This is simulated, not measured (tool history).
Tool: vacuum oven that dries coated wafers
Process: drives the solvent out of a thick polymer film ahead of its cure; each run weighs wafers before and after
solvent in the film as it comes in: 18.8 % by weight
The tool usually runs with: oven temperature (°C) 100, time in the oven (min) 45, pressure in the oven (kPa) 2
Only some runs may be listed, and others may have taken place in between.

run      day  oven temperature (°C)  time in the oven (min)  pressure in the oven (kPa)  solvent left in the film (%)
  1        0                    100                      45                           2                          7.56
       4.229  -- oven's thermocouples calibrated
  2    4.333                    100                      45                        1.92                          7.25
  3    9.371                    100                      65                           2                           6.4
  4   12.004                    100                      65                           2                          6.23
  5   16.754                    100                      65                           2                          6.34
  6    20.45                    100                      65                           2                          6.43
  7   25.938                    100                      65                           2                          6.34
  8   29.154                    100                      34                           2                          8.98
      32.062  -- vacuum gauge cleaned of residue and calibrated
  9   33.888                    100                      23                           2                          9.87
 10   38.396                    100                      23                           2                          9.87
 11   41.983                    100                      45                           2                          7.28
 12   44.329                    100                      45                           2                          7.18
 13   48.067                    100                      61                           2                          5.96
 14   50.354                    100                      61                           2                          6.12
 15   54.258                    111                      61                           2                           3.1
 16   57.871                    111                      61                           2                          3.25
      60.392  -- oven's thermocouples calibrated
 17   63.217                    111                      61                           2                          3.07
 18    66.25                    100                      45                           2                          7.06
 19     69.4                    100                      45                           2                          7.26
 20   72.829                    100                      38                           2                          7.82
 21   77.379                    100                      38                           2                          7.94
 22   82.925                    100                      38                           2                          8.03
 23   88.233                     95                      45                           2                          9.47
 24   93.146                     95                      45                           2                          9.57
 25   96.417                     93                      43                        2.69                         11.72
 26  100.012                     86                      22                        2.58                         15.53

What does the tool deliver on the next run?
 27  105.312                     86                      22                        2.58                             ?

For run 27 the tool returned solvent left in the film (%) 15.59.
Take away the tool's hidden state, keep the run-to-run variation as it was, and the same run would have given solvent left in the film (%) 14.98.

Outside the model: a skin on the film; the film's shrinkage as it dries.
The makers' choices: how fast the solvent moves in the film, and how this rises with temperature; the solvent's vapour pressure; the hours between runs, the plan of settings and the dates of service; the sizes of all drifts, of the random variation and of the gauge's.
